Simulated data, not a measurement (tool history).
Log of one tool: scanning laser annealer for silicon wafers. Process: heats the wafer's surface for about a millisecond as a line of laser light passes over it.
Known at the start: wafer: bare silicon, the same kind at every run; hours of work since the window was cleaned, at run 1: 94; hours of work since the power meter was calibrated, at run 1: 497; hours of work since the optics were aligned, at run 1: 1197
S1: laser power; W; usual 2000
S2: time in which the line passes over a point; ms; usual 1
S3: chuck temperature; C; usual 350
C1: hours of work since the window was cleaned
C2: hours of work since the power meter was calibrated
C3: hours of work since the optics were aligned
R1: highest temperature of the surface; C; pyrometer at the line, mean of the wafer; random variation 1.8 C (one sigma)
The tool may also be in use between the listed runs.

run     day    S1    S2   S3   C1   C2    C3    R1
  1       0  2000     1  350   94  497  1197  1094
  2   1.671  1898     1  350  110  514  1213  1056
  3   3.225  1898     1  350  125  529  1228  1055
       4.15  -- optics aligned, line set to its width
  4   4.879  1898     1  350  139  543     7  1054
  5   6.133  1898  1.19  350  151  555    19  1131
  6   6.854  1898  1.19  350  159  562    26  1128
  7   8.333  1898  1.19  350  173  577    41  1129
  8   9.675  1898  1.19  350  186  590    54  1129
  9  10.908  2027  1.04  381  198  602    66  1158
 10  12.188  1937  1.04  374  211  614    79  1112
 11  13.554  1937  1.04  374  224  628    92  1110
 12  15.075  2025  0.83  371  239  643   107  1051
 13   16.55  2025  0.83  371  253  657   121  1050
 14    17.7  2000  0.71  390  265  668   132  1000
 15  18.417  2000  0.74  383  272  675   140  1011
 16  19.404  2000  0.74  383  281  685   149  1012

Hidden state at the last listed run before each entry between runs and at the first one after, where it differs:
Between runs 3 and 4: optics aligned, line set to its width (day 4.15)
  width of the line over the set one, %: 0.07 -> 0
